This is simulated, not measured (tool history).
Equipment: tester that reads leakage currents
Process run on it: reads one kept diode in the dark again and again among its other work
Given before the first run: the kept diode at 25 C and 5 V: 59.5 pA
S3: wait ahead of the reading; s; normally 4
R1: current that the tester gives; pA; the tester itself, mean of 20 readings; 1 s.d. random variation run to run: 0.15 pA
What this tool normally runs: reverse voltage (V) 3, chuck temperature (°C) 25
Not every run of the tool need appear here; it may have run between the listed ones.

run 1 hour=0 | reverse_voltage_(V)=3 chuck_temperature_(°C)=25 S3=4 | R1=49.45
run 2 hour=46.8 | reverse_voltage_(V)=3 chuck_temperature_(°C)=45 S3=4 | R1=299.97
run 3 hour=125.8 | reverse_voltage_(V)=3 chuck_temperature_(°C)=45 S3=4 | R1=300.52
run 4 hour=171.6 | reverse_voltage_(V)=3 chuck_temperature_(°C)=45 S3=4 | R1=301.54
run 5 hour=220.9 | reverse_voltage_(V)=3 chuck_temperature_(°C)=45 S3=4 | R1=303.8
run 6 hour=293 | reverse_voltage_(V)=3 chuck_temperature_(°C)=52 S3=4 | R1=544.8
run 7 hour=346.3 | reverse_voltage_(V)=3 chuck_temperature_(°C)=52 S3=4 | R1=545.2
run 8 hour=425.1 | reverse_voltage_(V)=3 chuck_temperature_(°C)=29 S3=0.79 | R1=75.72
run 9 hour=496.2 | reverse_voltage_(V)=3 chuck_temperature_(°C)=29 S3=0.79 | R1=75.94

Run 10 comes next. What will it give?
run 10 hour=563.8 | reverse_voltage_(V)=11.93 chuck_temperature_(°C)=47 S3=3 | R1=?

{"run 10": {"R1": 768.59}}
Had the tool carried no hidden state, the very same run would have given R1 693.72 pA.
